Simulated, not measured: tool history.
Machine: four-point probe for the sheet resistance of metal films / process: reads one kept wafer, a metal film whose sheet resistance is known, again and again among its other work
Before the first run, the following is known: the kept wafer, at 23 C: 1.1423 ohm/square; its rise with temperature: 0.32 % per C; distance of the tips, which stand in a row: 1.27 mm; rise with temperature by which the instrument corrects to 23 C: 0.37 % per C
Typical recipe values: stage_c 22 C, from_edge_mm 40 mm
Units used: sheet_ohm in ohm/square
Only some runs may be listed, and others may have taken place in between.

run	day	stage_c	from_edge_mm	sheet_ohm
1	0	22	40	1.139021
2	0.775	22	40	1.13876
3	1.238	22	40	1.139402
4	1.792	30	40	1.134951
5	2.579	22	40	1.13927
6	3.325	22	40	1.139515
7	3.979	22	40	1.139338
# day 4.046: stage's thermometer calibrated
8	4.404	22	40	1.139773
9	4.946	22	40	1.139459
10	5.704	22	40	1.139272
11	6.329	22	40	1.139273
12	7.017	29	7	1.155144
13	7.388	29	7	1.155351
14	7.871	25	31	1.138635
# day 8.008: stage's thermometer calibrated, once more
15	8.538	31	16	1.137911
16	8.954	29	16	1.138778
17	9.746	24	45	1.138387
18	10.567	25	3	1.236675
19	11.229	33	18	1.136682
20	11.838	26	8	1.151893
21	12.221	21	5	1.177992
22	12.888	26	18	1.140245

Alternative continuations, all from the tool just after run 22; predict every row:
A	13.367	22	4	?
B	13.367	27	40	?
C	13.367	23	6	?
D	13.367	20	46	?
E	13.367	33	17	?

run	sheet_ohm
A	1.19802
B	1.136966
C	1.165581
D	1.141008
E	1.136514
Without the tool's hidden state the same runs would have given:
run	sheet_ohm
A	1.201849
B	1.140617
C	1.169315
D	1.14467
E	1.140164
